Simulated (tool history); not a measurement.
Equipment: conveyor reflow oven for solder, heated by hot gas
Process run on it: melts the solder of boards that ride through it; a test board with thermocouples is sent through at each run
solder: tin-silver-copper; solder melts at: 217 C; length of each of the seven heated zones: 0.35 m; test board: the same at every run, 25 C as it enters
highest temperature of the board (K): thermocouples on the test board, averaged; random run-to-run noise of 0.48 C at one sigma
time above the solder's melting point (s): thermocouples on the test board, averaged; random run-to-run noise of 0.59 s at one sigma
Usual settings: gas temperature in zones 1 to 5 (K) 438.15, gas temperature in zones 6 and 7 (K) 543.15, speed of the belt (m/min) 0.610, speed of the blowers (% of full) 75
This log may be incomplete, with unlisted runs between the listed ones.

| run | hour | gas temperature in zones 1 to 5 (K) | gas temperature in zones 6 and 7 (K) | speed of the belt (m/min) | speed of the blowers (% of full) | highest temperature of the board (K) | time above the solder's melting point (s) |
|---|---|---|---|---|---|---|---|
| 1 | 0.0 | 438.15 | 543.15 | 0.610 | 75 | 529.85 | 51.3 |
| 2 | 23.8 | 438.15 | 543.15 | 0.610 | 75 | 529.05 | 52.0 |
| 3 | 42.9 | 438.15 | 543.15 | 0.610 | 75 | 528.55 | 51.0 |
| 4 | 67.9 | 438.15 | 543.15 | 0.610 | 75 | 530.05 | 51.4 |
| 5 | 96.4 | 447.15 | 543.15 | 0.610 | 75 | 530.75 | 55.7 |
| 6 | 140.1 | 438.15 | 543.15 | 0.610 | 75 | 528.05 | 51.7 |
| 7 | 182.3 | 438.15 | 543.15 | 0.610 | 75 | 527.55 | 50.8 |
| 8 | 201.8 | 438.15 | 543.15 | 0.610 | 75 | 528.05 | 51.3 |
| 9 | 245.6 | 438.15 | 543.15 | 0.610 | 75 | 527.85 | 51.6 |
|  | 268.5 | flux residue cleaned out of gas plates and filters |
| 10 | 286.2 | 438.15 | 543.15 | 0.610 | 75 | 526.15 | 49.9 |
| 11 | 329.9 | 438.15 | 543.15 | 0.610 | 75 | 526.25 | 49.6 |
|  | 372.1 | flux residue cleaned out of gas plates and filters, once more |
| 12 | 375.4 | 438.15 | 543.15 | 0.610 | 64 | 528.15 | 51.3 |
| 13 | 409.0 | 438.15 | 543.15 | 0.610 | 75 | 530.15 | 53.4 |
| 14 | 434.0 | 438.15 | 543.15 | 0.610 | 67 | 528.65 | 51.3 |
| 15 | 462.6 | 438.15 | 543.15 | 0.610 | 61 | 526.45 | 50.6 |
|  | 493.3 | belt drive overhauled, speed set with a stopwatch |
| 16 | 506.2 | 438.15 | 555.15 | 0.594 | 82 | 542.45 | 60.0 |
| 17 | 537.0 | 448.15 | 557.15 | 0.619 | 73 | 541.75 | 58.9 |
| 18 | 571.8 | 448.15 | 557.15 | 0.619 | 73 | 542.65 | 58.9 |
| 19 | 608.2 | 438.15 | 543.15 | 0.610 | 51 | 522.25 | 46.4 |
| 20 | 636.8 | 438.15 | 531.15 | 0.550 | 75 | 519.65 | 52.4 |
| 21 | 682.6 | 438.15 | 533.15 | 0.560 | 75 | 519.75 | 50.2 |
| 22 | 712.7 | 438.15 | 533.15 | 0.560 | 75 | 521.35 | 51.3 |
| 23 | 756.7 | 438.15 | 533.15 | 0.560 | 75 | 519.95 | 50.7 |
| 24 | 802.4 | 438.15 | 533.15 | 0.560 | 75 | 519.65 | 51.3 |
|  | 829.6 | flux residue cleaned out of gas plates and filters |
| 25 | 841.4 | 438.15 | 543.15 | 0.502 | 61 | 531.15 | 65.4 |
| 26 | 880.7 | 451.15 | 543.15 | 0.610 | 75 | 529.95 | 57.7 |
| 27 | 924.6 | 430.15 | 538.15 | 0.556 | 81 | 526.15 | 55.8 |
| 28 | 957.3 | 438.15 | 547.15 | 0.630 | 65 | 527.75 | 50.0 |
| 29 | 991.9 | 438.15 | 547.15 | 0.630 | 65 | 528.35 | 49.4 |

Estimate the outcome of run 30 from the log above:
| 30 | 1016.5 | 451.15 | 541.15 | 0.529 | 60 | ? | ? |

highest temperature of the board (K): 528.65
time above the solder's melting point (s): 64.2
On a tool with no hidden condition, and with the same random variation, this run would have come out at highest temperature of the board (K) 531.55, time above the solder's melting point (s) 65.8.

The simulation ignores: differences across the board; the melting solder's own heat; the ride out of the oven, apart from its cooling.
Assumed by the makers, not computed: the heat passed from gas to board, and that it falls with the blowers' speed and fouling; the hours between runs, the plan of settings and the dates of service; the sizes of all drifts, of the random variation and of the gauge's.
